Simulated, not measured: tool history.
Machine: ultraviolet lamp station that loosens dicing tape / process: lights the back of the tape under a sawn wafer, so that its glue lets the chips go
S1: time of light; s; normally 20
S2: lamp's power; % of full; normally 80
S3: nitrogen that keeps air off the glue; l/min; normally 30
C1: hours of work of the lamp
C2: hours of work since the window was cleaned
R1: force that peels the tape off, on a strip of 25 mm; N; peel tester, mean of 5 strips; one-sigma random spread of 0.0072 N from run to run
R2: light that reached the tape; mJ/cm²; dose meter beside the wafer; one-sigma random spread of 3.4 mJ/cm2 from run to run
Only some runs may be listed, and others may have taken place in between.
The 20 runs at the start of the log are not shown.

run	hour	S1	S2	S3	C1	C2	R1	R2
21	474	20	80	38	1084	493	0.489	373
22	487.5	20	80	30	1094	503	0.58	372
23	501.5	20	62	30	1105	514	0.969	287
24	514.4	20	66	52	1115	524	0.646	301
25	541.2	23	85	22	1136	545	0.487	444
26	564.5	23	85	22	1154	563	0.493	438
27	593.6	23	85	22	1176	585	0.508	440
28	611.4	29	65	24	1190	599	0.535	416
29	627.1	20	72	24	1202	611	0.959	314
30	645.7	37	67	30	1217	625	0.273	542
31	673.7	15	65	46	1238	647	1.351	213
32	691	20	65	21	1252	661	1.314	284
# hour 695.8: window cleaned of glue's vapour
33	722.2	20	65	21	1275	20	1.125	302
34	738.2	20	65	21	1288	33	1.179	299
35	752.6	26	80	30	1299	44	0.334	476
36	766	17	87	11	1309	54	1.377	342
37	781.9	20	97	30	1322	67	0.393	436
38	803.6	20	97	30	1338	84	0.405	442
39	831.3	20	97	30	1360	105	0.4	430
40	856	40	68	30	1379	124	0.208	598
41	886.3	17	75	31	1402	148	1.007	278
# hour 898: lamp changed
42	903	21	75	49	4	160	0.215	510
43	920	21	75	49	17	173	0.227	505

4 ways to go on from here, each from the tool as it stands after run 43. What would each give?
A	950.1	22	89	21	40	196	?	?
B	950.1	37	80	30	40	196	?	?
C	950.1	31	80	30	40	196	?	?
D	950.1	11	93	20	40	196	?	?

run	R1	R2
A	0.247	624
B	0.142	944
C	0.157	795
D	1.027	323
Stripped of hidden state, with their random variation kept, the same runs would have yielded:
run	R1	R2
A	0.223	662
B	0.14	1001
C	0.152	844
D	0.916	343

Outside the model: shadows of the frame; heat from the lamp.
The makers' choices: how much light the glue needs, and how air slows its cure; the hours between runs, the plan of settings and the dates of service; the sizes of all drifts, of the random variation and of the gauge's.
